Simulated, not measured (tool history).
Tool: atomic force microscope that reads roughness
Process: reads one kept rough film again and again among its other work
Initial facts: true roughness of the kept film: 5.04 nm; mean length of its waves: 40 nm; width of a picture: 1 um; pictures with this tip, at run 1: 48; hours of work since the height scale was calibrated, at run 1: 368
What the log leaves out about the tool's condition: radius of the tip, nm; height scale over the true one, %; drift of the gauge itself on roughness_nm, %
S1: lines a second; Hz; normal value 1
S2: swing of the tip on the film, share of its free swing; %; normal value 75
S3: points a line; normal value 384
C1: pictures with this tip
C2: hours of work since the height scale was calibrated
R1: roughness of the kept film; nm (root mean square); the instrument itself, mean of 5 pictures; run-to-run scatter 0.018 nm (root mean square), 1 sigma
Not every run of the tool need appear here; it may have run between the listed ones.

Run 1, hour 0: usual settings; C1 48; C2 368. Result: R1 3.9 nm (root mean square).
At hour 17.1: new tip fitted.
Run 2, hour 42: usual settings; C1 36; C2 396. Result: R1 3.963 nm (root mean square).
At hour 65.7: new tip fitted.
Run 3, hour 75.3: usual settings; C1 14; C2 418. Result: R1 4.262 nm (root mean square).
Run 4, hour 100.3: usual settings; C1 50; C2 435. Result: R1 3.833 nm (root mean square).
At hour 114.8: new tip fitted.
Run 5, hour 142.2: usual settings; C1 40; C2 463. Result: R1 3.938 nm (root mean square).
At hour 162.6: new tip fitted.
Run 6, hour 185.8: usual settings; C1 33; C2 492. Result: R1 3.989 nm (root mean square).
At hour 212.9: new tip fitted.
Run 7, hour 214.6: usual settings; C1 3; C2 512. Result: R1 4.374 nm (root mean square).
Run 8, hour 240.4: usual settings but S3 283; C1 40; C2 529. Result: R1 3.894 nm (root mean square).
At hour 261.5: new tip fitted.
Run 9, hour 281.9: usual settings; C1 30; C2 557. Result: R1 4.044 nm (root mean square).
At hour 309.9: new tip fitted.
Run 10, hour 311: usual settings; C1 2; C2 576. Result: R1 4.42 nm (root mean square).
Run 11, hour 354.9: usual settings; C1 66; C2 606. Result: R1 3.672 nm (root mean square).
At hour 357.7: new tip fitted.
Run 12, hour 402.7: usual settings; C1 65; C2 638. Result: R1 3.697 nm (root mean square).
At hour 407.3: new tip fitted.
Run 13, hour 449.6: usual settings; C1 62; C2 669. Result: R1 3.737 nm (root mean square).
At hour 453.4: new tip fitted.
Run 14, hour 493.2: usual settings; C1 58; C2 698. Result: R1 3.78 nm (root mean square).
At hour 501.5: new tip fitted.
Run 15, hour 539.2: usual settings; C1 55; C2 729. Result: R1 3.818 nm (root mean square).
At hour 549: new tip fitted.
Run 16, hour 579.4: usual settings; C1 44; C2 756. Result: R1 3.861 nm (root mean square).
At hour 595.9: new tip fitted.
Run 17, hour 621.6: usual settings; C1 38; C2 784. Result: R1 3.931 nm (root mean square).
At hour 642.5: new tip fitted.
Run 18, hour 669.7: usual settings but S1 0.98 Hz; C1 39; C2 816. Result: R1 4.013 nm (root mean square).
At hour 690.9: new tip fitted.
Run 19, hour 704.6: usual settings but S1 0.98 Hz; C1 20; C2 839. Result: R1 4.153 nm (root mean square).
Run 20, hour 733.9: usual settings but S1 0.98 Hz; C1 63; C2 859. Result: R1 3.776 nm (root mean square).
At hour 739.3: new tip fitted.
Run 21, hour 765.9: usual settings but S1 1.45 Hz; C1 39; C2 881. Result: R1 3.908 nm (root mean square).
At hour 786.8: new tip fitted.
Run 22, hour 787: usual settings but S1 1.45 Hz; C1 0; C2 895. Result: R1 4.329 nm (root mean square).
Run 23, hour 815.8: usual settings but S1 1.45 Hz; C1 42; C2 914. Result: R1 3.818 nm (root mean square).
At hour 834.6: new tip fitted.
Run 24, hour 866.7: usual settings but S1 3.92 Hz; C1 46; C2 948. Result: R1 3.382 nm (root mean square).
At hour 884.3: new tip fitted.
Run 25, hour 914.6: usual settings but S1 3.92 Hz; C1 44; C2 980. Result: R1 3.393 nm (root mean square).
At hour 932.2: new tip fitted.
Run 26, hour 950.6: usual settings but S1 0.59 Hz, S2 87 %, S3 720; C1 27; C2 1004. Result: R1 4.108 nm (root mean square).
Run 27, hour 976.3: usual settings but S3 587; C1 65; C2 1022. Result: R1 3.706 nm (root mean square).
At hour 980.3: new tip fitted.
Run 28, hour 1023.4: usual settings but S1 2.02 Hz; C1 62; C2 1053. Result: R1 3.565 nm (root mean square).
At hour 1027.2: new tip fitted.
Run 29, hour 1062.9: usual settings but S1 2.02 Hz, S2 67 %; C1 52; C2 1079. Result: R1 3.808 nm (root mean square).
At hour 1073.8: new tip fitted.
Run 30, hour 1102.7: usual settings but S1 2.02 Hz, S2 67 %, S3 765; C1 43; C2 1106. Result: R1 3.835 nm (root mean square).
At hour 1121.2: new tip fitted.
Run 31, hour 1125.7: usual settings but S1 2.02 Hz, S2 64 %, S3 329; C1 6; C2 1121. Result: R1 4.301 nm (root mean square).
Run 32, hour 1150: usual settings but S2 68 %; C1 42; C2 1138. Result: R1 3.969 nm (root mean square).
At hour 1171.7: new tip fitted.
Run 33, hour 1179.5: usual settings but S2 68 %; C1 11; C2 1157. Result: R1 4.315 nm (root mean square).
Run 34, hour 1216.6: usual settings but S2 59 %, S3 303; C1 65; C2 1182. Result: R1 3.822 nm (root mean square).
At hour 1219.4: new tip fitted.
Run 35, hour 1240.3: usual settings but S1 0.51 Hz, S2 59 %, S3 303; C1 31; C2 1198. Result: R1 4.142 nm (root mean square).
At hour 1265.7: new tip fitted.
Run 36, hour 1291.7: usual settings but S1 1.05 Hz, S2 65 %, S3 997; C1 38; C2 1232. Result: R1 4.034 nm (root mean square).
At hour 1315.1: new tip fitted.
Run 37, hour 1319.9: usual settings but S2 77 %; C1 7; C2 1251. Result: R1 4.294 nm (root mean square).
At hour 1363: new tip fitted.
Run 38, hour 1364.2: usual settings but S1 0.79 Hz, S2 63 %, S3 906; C1 2; C2 1281. Result: R1 4.525 nm (root mean square).
At hour 1410.5: new tip fitted.
Run 39, hour 1410.5: usual settings but S1 2.93 Hz, S2 73 %, S3 309; C1 0; C2 1312. Result: R1 4.024 nm (root mean square).
Run 40, hour 1433.7: usual settings but S1 1.59 Hz, S2 79 %, S3 309; C1 34; C2 1327. Result: R1 3.737 nm (root mean square).
At hour 1457.7: new tip fitted.
Run 41, hour 1464.9: usual settings but S1 1.59 Hz, S2 79 %, S3 1001; C1 10; C2 1348. Result: R1 4.11 nm (root mean square).
Run 42, hour 1501.5: usual settings but S1 0.9 Hz, S2 60 %; C1 64; C2 1373. Result: R1 3.797 nm (root mean square).
At hour 1505.7: new tip fitted.
Run 43, hour 1530.8: usual settings but S1 0.9 Hz, S2 60 %; C1 37; C2 1392. Result: R1 4.087 nm (root mean square).
At hour 1553.4: new tip fitted.
Run 44, hour 1553.4: usual settings but S1 0.9 Hz, S2 60 %, S3 266; C1 0; C2 1407. Result: R1 4.48 nm (root mean square).
Run 45, hour 1593.2: usual settings but S1 0.9 Hz, S2 60 %, S3 266; C1 58; C2 1434. Result: R1 3.823 nm (root mean square).
At hour 1604.2: new tip fitted.
Run 46, hour 1617.3: usual settings but S2 60 %, S3 368; C1 19; C2 1450. Result: R1 4.246 nm (root mean square).
At hour 1639.3: height scale calibrated on a step standard.
At hour 1654.1: new tip fitted.
Run 47, hour 1667.1: usual settings but S2 60 %, S3 368; C1 19; C2 18. Result: R1 4.344 nm (root mean square).
At hour 1700.7: new tip fitted.
Run 48, hour 1708.1: usual settings but S1 1.26 Hz, S2 60 %, S3 300; C1 11; C2 46. Result: R1 4.45 nm (root mean square).
At hour 1749.7: new tip fitted.
Run 49, hour 1754.8: usual settings but S2 57 %; C1 7; C2 77. Result: R1 4.545 nm (root mean square).
At hour 1797: new tip fitted.
Run 50, hour 1798.4: usual settings but S2 57 %; C1 2; C2 106. Result: R1 4.607 nm (root mean square).

Below are 4 alternative next runs, each starting from the tool's condition after run 50. Predict each:
Run A, hour 1834.8: usual settings but S1 1.25 Hz, S2 83 %, S3 431; C1 55; C2 131. Result: R1 ?.
Run B, hour 1834.8: usual settings but S1 0.68 Hz, S2 63 %, S3 360; C1 55; C2 131. Result: R1 ?.
Run C, hour 1834.8: usual settings but S1 1.33 Hz, S2 59 %, S3 269; C1 55; C2 131. Result: R1 ?.
Run D, hour 1834.8: usual settings but S1 1.63 Hz, S2 59 %, S3 310; C1 55; C2 131. Result: R1 ?.

run     R1
  A  3.685
  B  3.989
  C  3.929
  D  3.927
Without the tool's unlogged condition, the same runs would have read:
run     R1
  A  4.302
  B  4.655
  C  4.586
  D  4.584

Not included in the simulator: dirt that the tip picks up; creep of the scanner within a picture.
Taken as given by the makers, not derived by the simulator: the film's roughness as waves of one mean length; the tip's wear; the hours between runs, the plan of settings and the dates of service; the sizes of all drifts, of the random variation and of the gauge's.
